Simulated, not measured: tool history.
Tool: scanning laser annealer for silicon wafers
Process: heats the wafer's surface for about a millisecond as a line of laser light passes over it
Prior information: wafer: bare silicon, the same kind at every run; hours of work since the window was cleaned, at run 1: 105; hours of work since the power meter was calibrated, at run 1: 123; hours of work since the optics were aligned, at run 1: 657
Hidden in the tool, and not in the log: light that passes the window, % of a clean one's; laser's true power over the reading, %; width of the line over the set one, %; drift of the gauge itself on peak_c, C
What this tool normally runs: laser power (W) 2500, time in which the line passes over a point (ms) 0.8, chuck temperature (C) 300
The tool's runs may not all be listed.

| run | hour | laser power (W) | time in which the line passes over a point (ms) | chuck temperature (C) | hours of work since the window was cleaned | hours of work since the power meter was calibrated | hours of work since the optics were aligned | highest temperature of the surface (C) |
|---|---|---|---|---|---|---|---|---|
| 1 | 0 | 2500 | 0.8 | 300 | 105 | 123 | 657 | 1050 |
| 2 | 15.3 | 2500 | 0.8 | 300 | 115 | 133 | 667 | 1051 |
| 3 | 35.7 | 2500 | 0.947 | 300 | 129 | 147 | 681 | 1111 |
| 4 | 50.4 | 2500 | 0.947 | 300 | 138 | 157 | 690 | 1107 |
| 5 | 67.4 | 2500 | 0.8 | 300 | 150 | 168 | 702 | 1053 |
| 6 | 86.9 | 2500 | 0.8 | 300 | 163 | 181 | 715 | 1050 |
| 7 | 109.5 | 2500 | 0.8 | 300 | 178 | 196 | 730 | 1046 |
| 8 | 126.5 | 2500 | 0.8 | 300 | 189 | 207 | 741 | 1049 |
| 9 | 149.7 | 2500 | 0.8 | 300 | 205 | 223 | 757 | 1046 |
| 10 | 167.2 | 2500 | 0.8 | 300 | 216 | 235 | 768 | 1044 |
| 11 | 183.6 | 2500 | 0.808 | 300 | 227 | 246 | 779 | 1049 |
| 12 | 197.8 | 2500 | 0.808 | 288 | 237 | 255 | 789 | 1034 |
| 13 | 210.7 | 2212 | 0.8 | 300 | 245 | 264 | 797 | 941 |
| 14 | 232 | 2206 | 0.8 | 300 | 260 | 278 | 812 | 934 |
| 15 | 250.4 | 2206 | 0.8 | 300 | 272 | 290 | 824 | 934 |
| 16 | 262.9 | 2592 | 0.573 | 287 | 280 | 298 | 832 | 955 |
| 17 | 282.8 | 2338 | 0.681 | 287 | 293 | 312 | 846 | 916 |
| 18 | 293.9 | 2197 | 0.8 | 303 | 301 | 319 | 853 | 932 |
| 19 | 310.4 | 2197 | 0.8 | 303 | 312 | 330 | 864 | 932 |
| 20 | 325.3 | 2671 | 0.577 | 297 | 322 | 340 | 874 | 996 |
| 21 | 346.8 | 2325 | 0.644 | 297 | 336 | 355 | 888 | 910 |
| 22 | 368.1 | 2347 | 0.885 | 333 | 350 | 369 | 903 | 1044 |
| 23 | 389.5 | 2749 | 0.732 | 333 | 365 | 383 | 917 | 1130 |
| 24 | 401.6 | 2732 | 0.71 | 302 | 373 | 391 | 925 | 1084 |
| 25 | 420.4 | 2358 | 0.972 | 273 | 385 | 404 | 937 | 1019 |
| 26 | 441.4 | 2358 | 0.972 | 273 | 399 | 418 | 952 | 1017 |
| 27 | 451.5 | 2358 | 0.972 | 273 | 406 | 424 | 958 | 1019 |
| 28 | 472.2 | 2141 | 0.897 | 308 | 420 | 438 | 972 | 944 |

Here are 5 independent what-if runs from the current tool condition. What would each one return?
| A | 482.2 | 2500 | 0.641 | 300 | 427 | 445 | 979 | ? |
| B | 482.2 | 2545 | 0.8 | 299 | 427 | 445 | 979 | ? |
| C | 482.2 | 2131 | 0.738 | 271 | 427 | 445 | 979 | ? |
| D | 482.2 | 2500 | 0.681 | 313 | 427 | 445 | 979 | ? |
| E | 482.2 | 2627 | 0.764 | 337 | 427 | 445 | 979 | ? |

| run | highest temperature of the surface (C) |
|---|---|
| A | 967 |
| B | 1051 |
| C | 854 |
| D | 995 |
| E | 1106 |
With no hidden state in the tool, these same runs would have given:
| run | highest temperature of the surface (C) |
|---|---|
| A | 996 |
| B | 1083 |
| C | 879 |
| D | 1024 |
| E | 1139 |
